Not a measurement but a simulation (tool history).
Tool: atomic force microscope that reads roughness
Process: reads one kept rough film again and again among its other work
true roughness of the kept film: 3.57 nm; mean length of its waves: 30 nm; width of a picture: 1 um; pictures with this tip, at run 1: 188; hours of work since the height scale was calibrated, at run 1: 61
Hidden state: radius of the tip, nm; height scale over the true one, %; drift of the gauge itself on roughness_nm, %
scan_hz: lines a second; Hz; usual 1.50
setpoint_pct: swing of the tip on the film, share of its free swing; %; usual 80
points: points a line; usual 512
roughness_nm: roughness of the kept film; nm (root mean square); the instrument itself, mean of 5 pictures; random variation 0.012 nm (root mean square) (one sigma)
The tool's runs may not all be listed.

| run | hour | scan_hz | setpoint_pct | points | pictures with this tip | hours of work since the height scale was calibrated | roughness_nm |
|---|---|---|---|---|---|---|---|
| 1 | 0.0 | 1.50 | 80 | 512 | 188 | 61 | 2.793 |
|  | 7.1 | new tip fitted |
| 2 | 13.5 | 1.50 | 80 | 460 | 9 | 71 | 2.808 |
| 3 | 31.4 | 1.50 | 80 | 316 | 33 | 85 | 2.790 |
| 4 | 48.1 | 1.50 | 80 | 316 | 55 | 98 | 2.798 |
| 5 | 61.2 | 1.50 | 65 | 316 | 72 | 108 | 2.997 |
| 6 | 71.0 | 1.50 | 80 | 310 | 85 | 116 | 2.779 |
| 7 | 80.4 | 1.50 | 80 | 310 | 98 | 123 | 2.784 |
| 8 | 93.6 | 1.50 | 80 | 310 | 115 | 133 | 2.797 |
| 9 | 102.2 | 1.50 | 58 | 310 | 127 | 140 | 3.068 |
| 10 | 116.5 | 1.50 | 58 | 310 | 146 | 151 | 3.045 |
| 11 | 124.8 | 0.59 | 80 | 512 | 157 | 157 | 3.026 |
| 12 | 144.2 | 0.56 | 80 | 441 | 183 | 172 | 3.052 |
|  | 154.9 | new tip fitted |
| 13 | 154.9 | 1.63 | 87 | 559 | 0 | 180 | 2.653 |
| 14 | 168.9 | 1.63 | 87 | 559 | 19 | 191 | 2.656 |
| 15 | 178.8 | 1.50 | 73 | 512 | 32 | 198 | 2.917 |
| 16 | 190.1 | 1.50 | 73 | 512 | 47 | 207 | 2.912 |
| 17 | 208.2 | 1.50 | 73 | 512 | 71 | 221 | 2.925 |
| 18 | 217.1 | 1.94 | 80 | 548 | 83 | 228 | 2.704 |
| 19 | 228.0 | 1.50 | 70 | 381 | 97 | 236 | 2.947 |
| 20 | 236.2 | 3.11 | 70 | 466 | 108 | 243 | 2.750 |
| 21 | 251.8 | 3.11 | 70 | 466 | 129 | 255 | 2.737 |
| 22 | 266.7 | 0.60 | 80 | 855 | 149 | 266 | 3.056 |

Forecast each of these 5 alternatives for the next run:
| A | 279.0 | 1.57 | 73 | 1000 | 165 | 276 | ? |
| B | 279.0 | 1.50 | 61 | 567 | 165 | 276 | ? |
| C | 279.0 | 1.01 | 56 | 755 | 165 | 276 | ? |
| D | 279.0 | 1.26 | 88 | 669 | 165 | 276 | ? |
| E | 279.0 | 2.65 | 86 | 966 | 165 | 276 | ? |

| run | roughness_nm |
|---|---|
| A | 2.924 |
| B | 3.049 |
| C | 3.138 |
| D | 2.747 |
| E | 2.423 |
Without the tool's hidden state the same runs would have given:
| run | roughness_nm |
|---|---|
| A | 2.928 |
| B | 3.054 |
| C | 3.142 |
| D | 2.751 |
| E | 2.427 |
